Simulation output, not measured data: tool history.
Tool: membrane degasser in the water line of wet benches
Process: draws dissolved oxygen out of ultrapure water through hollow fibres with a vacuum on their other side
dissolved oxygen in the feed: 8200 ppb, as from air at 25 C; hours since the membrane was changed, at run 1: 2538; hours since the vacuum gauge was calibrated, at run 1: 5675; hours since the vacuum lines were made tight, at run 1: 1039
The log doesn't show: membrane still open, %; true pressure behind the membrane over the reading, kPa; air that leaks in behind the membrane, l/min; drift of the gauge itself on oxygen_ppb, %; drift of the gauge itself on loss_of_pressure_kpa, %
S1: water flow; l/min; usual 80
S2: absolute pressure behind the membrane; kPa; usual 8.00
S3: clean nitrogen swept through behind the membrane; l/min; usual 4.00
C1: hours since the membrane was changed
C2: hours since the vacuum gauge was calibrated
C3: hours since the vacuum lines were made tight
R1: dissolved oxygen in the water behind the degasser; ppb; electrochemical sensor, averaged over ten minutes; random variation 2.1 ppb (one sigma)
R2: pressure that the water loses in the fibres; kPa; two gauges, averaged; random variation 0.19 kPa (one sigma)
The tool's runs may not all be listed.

run,hour,S1,S2,S3,C1,C2,C3,R1,R2
1,0.0,80,8.00,4.00,2538,5675,1039,225.3,39.70
2,110.3,80,8.00,4.00,2649,5786,1149,227.5,39.60
3,189.6,80,8.00,4.00,2728,5865,1229,230.9,39.94
4,267.8,80,8.00,4.00,2806,5943,1307,228.5,39.92
5,328.1,80,8.00,4.00,2866,6004,1367,230.6,39.65
6,430.0,80,8.00,4.00,2968,6105,1469,234.4,39.74
7,520.5,80,8.00,4.00,3059,6196,1560,229.2,39.80
# hour 529.0: vacuum gauge calibrated
8,652.5,80,8.00,4.00,3190,123,1691,210.3,39.91
9,771.5,80,5.75,4.00,3309,242,1810,117.7,40.14
10,878.3,80,5.75,4.00,3416,349,1917,117.4,39.97
11,973.2,80,8.00,4.00,3511,444,2012,218.4,40.16
12,1099.0,80,8.00,3.27,3637,570,2137,253.1,40.07
13,1180.8,80,8.00,3.27,3719,652,2219,255.6,39.95
14,1271.0,80,8.00,3.27,3809,742,2309,251.0,39.83
15,1402.0,54,8.00,4.00,3940,873,2440,153.4,26.96
16,1480.5,54,8.00,4.00,4018,951,2519,152.8,27.01
17,1574.8,103,13.34,4.00,4113,1046,2613,547.3,51.96
18,1702.5,64,7.26,2.90,4240,1173,2741,201.4,32.17
19,1776.1,64,7.26,2.90,4314,1247,2815,200.7,32.04
20,1842.6,80,5.28,4.00,4380,1314,2881,100.5,40.16
21,1900.2,50,5.28,4.00,4438,1371,2939,64.7,25.12
22,2036.3,50,5.28,4.00,4574,1507,3075,65.1,25.18
23,2115.3,50,5.28,4.00,4653,1586,3154,66.4,25.39
24,2191.7,80,8.00,9.27,4729,1663,3230,104.7,39.98
25,2325.2,80,11.06,4.65,4863,1796,3364,309.7,40.34
26,2404.7,71,6.77,7.82,4942,1876,3443,82.5,35.93
27,2482.2,53,17.46,7.12,5020,1953,3521,251.9,26.83
28,2538.5,53,17.46,5.21,5076,2009,3577,336.3,26.67
29,2674.5,53,5.91,3.92,5212,2145,3713,91.6,26.85
30,2789.1,80,14.11,1.68,5327,2260,3828,934.5,40.76
31,2902.6,80,14.11,1.68,5440,2374,3941,910.3,40.86
32,3007.1,107,12.51,4.00,5545,2478,4046,519.4,53.84

How the hidden state differs across the entries between the runs, from the last listed run before each to the first after it:
Between runs 7 and 8: vacuum gauge calibrated (hour 529.0)
  membrane still open, %: 97.8 -> 97.7; true pressure behind the membrane over the reading, kPa: 0.47 -> 0.04; air that leaks in behind the membrane, l/min: 0.0077 -> 0.008
  measured less the result without the state, R1: +20.5 -> +2.5 ppb; R2: +0.87 -> +0.92 kPa
